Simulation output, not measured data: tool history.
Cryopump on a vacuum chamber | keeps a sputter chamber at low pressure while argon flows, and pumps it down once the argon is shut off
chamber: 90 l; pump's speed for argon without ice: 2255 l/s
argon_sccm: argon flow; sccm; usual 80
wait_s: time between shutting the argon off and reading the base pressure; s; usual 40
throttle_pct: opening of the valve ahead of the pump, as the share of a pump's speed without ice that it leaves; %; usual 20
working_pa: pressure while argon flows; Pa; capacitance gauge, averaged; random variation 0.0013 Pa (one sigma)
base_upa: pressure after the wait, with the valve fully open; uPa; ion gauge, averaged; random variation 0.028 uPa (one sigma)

run	day	argon_sccm	wait_s	throttle_pct	working_pa	base_upa
1	0.000	80	40	20	0.3173	1.41
2	0.908	80	40	16	0.3959	1.44
3	2.200	80	40	16	0.3966	1.48
4	4.192	80	40	16	0.3959	1.52
5	5.596	80	40	20	0.3215	1.49
6	6.546	80	40	20	0.3215	1.50
7	7.867	80	40	20	0.3234	1.52
8	9.246	80	40	47	0.1518	1.56
9	10.408	80	40	47	0.1505	1.50
10	12.196	80	40	47	0.1530	1.54
11	13.729	80	247	20	0.3267	0.57
12	14.829	41	40	20	0.1685	1.50
13	16.233	53	207	56	0.0889	0.63
14	17.504	80	40	16	0.4032	1.59
15	18.408	80	40	16	0.4026	1.57
16	19.942	69	39	47	0.1348	1.56
17	21.658	69	39	47	0.1351	1.64
18	22.950	69	39	47	0.1375	1.64
19	24.662	54	39	41	0.1204	1.60
20	25.875	54	39	41	0.1205	1.62
# day 26.450: pump warmed up, emptied and cooled again
21	27.217	54	39	41	0.0987	1.48
22	29.158	50	40	59	0.0649	1.47
23	30.317	50	40	59	0.0650	1.45

Some steps in working_pa between neighbouring runs. How much of each would the tool show without its hidden state too (settings, what came in, random variation), and how much is left for the hidden state, with any gauge scatter that isn't in both results?
The hidden state here: pump's speed, % of a pump's without ice; cold plate's temperature, K; leak into the chamber, uPa l/s; drift of the gauge itself on working_pa, %; drift of the gauge itself on base_upa, %.
Run 11 -> 12: argon_sccm 80 -> 41, wait_s 247 -> 40. working_pa -0.1582 Pa: hidden state -0.0125, all else -0.1457.
Run 13 -> 14: argon_sccm 53 -> 80, wait_s 207 -> 40, throttle_pct 56 -> 16. working_pa +0.3143 Pa: hidden state +0.0097, all else +0.3046.
Run 15 -> 16: argon_sccm 80 -> 69, wait_s 40 -> 39, throttle_pct 16 -> 47. working_pa -0.2678 Pa: hidden state -0.0032, all else -0.2646.
Run 20 -> 21: pump warmed up, emptied and cooled again. working_pa -0.0218 Pa: hidden state -0.0206, all else -0.0012.
